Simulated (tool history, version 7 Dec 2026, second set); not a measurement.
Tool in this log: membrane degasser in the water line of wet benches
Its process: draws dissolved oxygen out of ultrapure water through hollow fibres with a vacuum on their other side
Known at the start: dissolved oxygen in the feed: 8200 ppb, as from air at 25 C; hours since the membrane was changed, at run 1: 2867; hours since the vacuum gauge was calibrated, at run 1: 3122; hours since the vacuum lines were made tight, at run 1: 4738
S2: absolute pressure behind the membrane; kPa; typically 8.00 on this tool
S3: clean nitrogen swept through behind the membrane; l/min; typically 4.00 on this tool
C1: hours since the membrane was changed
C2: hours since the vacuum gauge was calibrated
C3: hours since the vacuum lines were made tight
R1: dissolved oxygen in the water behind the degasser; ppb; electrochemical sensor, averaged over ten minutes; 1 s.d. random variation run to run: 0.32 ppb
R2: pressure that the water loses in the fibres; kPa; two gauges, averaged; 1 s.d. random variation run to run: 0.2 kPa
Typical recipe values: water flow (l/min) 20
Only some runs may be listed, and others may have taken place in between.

{"run": 1, "hour": 0.0, "water flow (l/min)": 20, "S2": 8.0, "S3": 4.0, "C1": 2867, "C2": 3122, "C3": 4738, "R1": 65.5, "R2": 45.15}
{"run": 2, "hour": 100.9, "water flow (l/min)": 20, "S2": 8.0, "S3": 4.0, "C1": 2967, "C2": 3223, "C3": 4838, "R1": 65.0, "R2": 44.9}
{"hour": 107.1, "done": "vacuum gauge calibrated"}
{"run": 3, "hour": 179.0, "water flow (l/min)": 20, "S2": 8.0, "S3": 4.0, "C1": 3045, "C2": 72, "C3": 4916, "R1": 62.7, "R2": 45.09}
{"run": 4, "hour": 304.5, "water flow (l/min)": 20, "S2": 8.0, "S3": 4.0, "C1": 3171, "C2": 197, "C3": 5042, "R1": 62.0, "R2": 45.01}
{"run": 5, "hour": 397.6, "water flow (l/min)": 20, "S2": 7.36, "S3": 4.0, "C1": 3264, "C2": 291, "C3": 5135, "R1": 54.3, "R2": 45.07}
{"run": 6, "hour": 478.7, "water flow (l/min)": 12, "S2": 8.0, "S3": 4.0, "C1": 3345, "C2": 372, "C3": 5216, "R1": 37.4, "R2": 26.96}
{"run": 7, "hour": 542.2, "water flow (l/min)": 20, "S2": 8.0, "S3": 4.0, "C1": 3408, "C2": 435, "C3": 5279, "R1": 62.7, "R2": 45.17}
{"run": 8, "hour": 656.2, "water flow (l/min)": 20, "S2": 8.0, "S3": 4.0, "C1": 3522, "C2": 549, "C3": 5393, "R1": 62.3, "R2": 45.08}
{"run": 9, "hour": 773.0, "water flow (l/min)": 20, "S2": 8.0, "S3": 4.0, "C1": 3639, "C2": 666, "C3": 5510, "R1": 62.9, "R2": 45.37}
{"run": 10, "hour": 831.3, "water flow (l/min)": 20, "S2": 8.0, "S3": 4.0, "C1": 3697, "C2": 724, "C3": 5568, "R1": 63.1, "R2": 44.87}
{"hour": 924.3, "done": "seals of the vacuum lines changed"}
{"run": 11, "hour": 964.9, "water flow (l/min)": 20, "S2": 8.0, "S3": 4.0, "C1": 3829, "C2": 856, "C3": 41, "R1": 61.6, "R2": 45.27}
{"run": 12, "hour": 1042.6, "water flow (l/min)": 20, "S2": 8.0, "S3": 4.0, "C1": 3907, "C2": 933, "C3": 118, "R1": 61.2, "R2": 45.67}
{"run": 13, "hour": 1167.7, "water flow (l/min)": 20, "S2": 8.0, "S3": 1.65, "C1": 4032, "C2": 1059, "C3": 243, "R1": 138.1, "R2": 45.47}
{"run": 14, "hour": 1260.8, "water flow (l/min)": 20, "S2": 8.0, "S3": 1.65, "C1": 4125, "C2": 1152, "C3": 337, "R1": 138.5, "R2": 45.43}
{"run": 15, "hour": 1379.0, "water flow (l/min)": 20, "S2": 8.0, "S3": 3.11, "C1": 4243, "C2": 1270, "C3": 455, "R1": 77.3, "R2": 45.64}
{"run": 16, "hour": 1479.8, "water flow (l/min)": 20, "S2": 16.47, "S3": 4.0, "C1": 4344, "C2": 1371, "C3": 556, "R1": 163.1, "R2": 45.43}
{"run": 17, "hour": 1599.0, "water flow (l/min)": 20, "S2": 16.47, "S3": 4.0, "C1": 4463, "C2": 1490, "C3": 675, "R1": 164.7, "R2": 45.23}
{"run": 18, "hour": 1718.9, "water flow (l/min)": 20, "S2": 16.47, "S3": 4.0, "C1": 4583, "C2": 1610, "C3": 795, "R1": 163.4, "R2": 45.56}
{"run": 19, "hour": 1825.5, "water flow (l/min)": 21, "S2": 8.0, "S3": 3.16, "C1": 4690, "C2": 1716, "C3": 901, "R1": 80.5, "R2": 48.18}
{"run": 20, "hour": 1909.1, "water flow (l/min)": 26, "S2": 11.99, "S3": 2.86, "C1": 4773, "C2": 1800, "C3": 985, "R1": 197.6, "R2": 59.7}
{"run": 21, "hour": 2012.7, "water flow (l/min)": 19, "S2": 18.93, "S3": 7.77, "C1": 4877, "C2": 1904, "C3": 1088, "R1": 97.9, "R2": 43.53}
{"run": 22, "hour": 2122.8, "water flow (l/min)": 19, "S2": 18.93, "S3": 7.77, "C1": 4987, "C2": 2014, "C3": 1199, "R1": 98.0, "R2": 43.95}
{"run": 23, "hour": 2254.2, "water flow (l/min)": 16, "S2": 8.0, "S3": 4.0, "C1": 5118, "C2": 2145, "C3": 1330, "R1": 49.8, "R2": 36.81}
{"run": 24, "hour": 2376.1, "water flow (l/min)": 29, "S2": 7.55, "S3": 4.21, "C1": 5240, "C2": 2267, "C3": 1452, "R1": 86.0, "R2": 66.93}
{"run": 25, "hour": 2504.6, "water flow (l/min)": 29, "S2": 7.55, "S3": 4.21, "C1": 5369, "C2": 2396, "C3": 1580, "R1": 87.1, "R2": 66.92}
{"run": 26, "hour": 2637.5, "water flow (l/min)": 29, "S2": 7.55, "S3": 2.26, "C1": 5502, "C2": 2528, "C3": 1713, "R1": 145.8, "R2": 66.97}
{"run": 27, "hour": 2711.3, "water flow (l/min)": 15, "S2": 9.24, "S3": 5.99, "C1": 5575, "C2": 2602, "C3": 1787, "R1": 39.8, "R2": 34.78}
{"run": 28, "hour": 2830.9, "water flow (l/min)": 12, "S2": 5.2, "S3": 5.34, "C1": 5695, "C2": 2722, "C3": 1907, "R1": 12.6, "R2": 27.85}
{"run": 29, "hour": 2944.2, "water flow (l/min)": 32, "S2": 8.13, "S3": 1.91, "C1": 5808, "C2": 2835, "C3": 2020, "R1": 207.8, "R2": 73.96}
{"run": 30, "hour": 3023.9, "water flow (l/min)": 14, "S2": 5.99, "S3": 2.04, "C1": 5888, "C2": 2915, "C3": 2100, "R1": 50.1, "R2": 32.65}
{"run": 31, "hour": 3101.2, "water flow (l/min)": 14, "S2": 5.99, "S3": 2.04, "C1": 5965, "C2": 2992, "C3": 2177, "R1": 50.8, "R2": 32.13}

5 options for the next run, each taken on its own from the tool as it stands now. Forecast them:
{"run": "A", "hour": 3176.4, "water flow (l/min)": 15, "S2": 5.99, "S3": 3.46, "C1": 6040, "C2": 3067, "C3": 2252, "R1": "?", "R2": "?"}
{"run": "B", "hour": 3176.4, "water flow (l/min)": 16, "S2": 5.99, "S3": 2.04, "C1": 6040, "C2": 3067, "C3": 2252, "R1": "?", "R2": "?"}
{"run": "C", "hour": 3176.4, "water flow (l/min)": 14, "S2": 5.99, "S3": 2.59, "C1": 6040, "C2": 3067, "C3": 2252, "R1": "?", "R2": "?"}
{"run": "D", "hour": 3176.4, "water flow (l/min)": 20, "S2": 8.0, "S3": 5.79, "C1": 6040, "C2": 3067, "C3": 2252, "R1": "?", "R2": "?"}
{"run": "E", "hour": 3176.4, "water flow (l/min)": 25, "S2": 5.99, "S3": 2.01, "C1": 6040, "C2": 3067, "C3": 2252, "R1": "?", "R2": "?"}

run=A R1=33.1 R2=34.97
run=B R1=57.2 R2=36.98
run=C R1=40.6 R2=32.70
run=D R1=46.1 R2=46.73
run=E R1=93.1 R2=58.39
Had the tool no hidden state, the same runs would have come out as:
run=A R1=30.1 R2=32.74
run=B R1=52.4 R2=34.61
run=C R1=37.1 R2=30.61
run=D R1=42.6 R2=43.74
run=E R1=84.3 R2=54.67
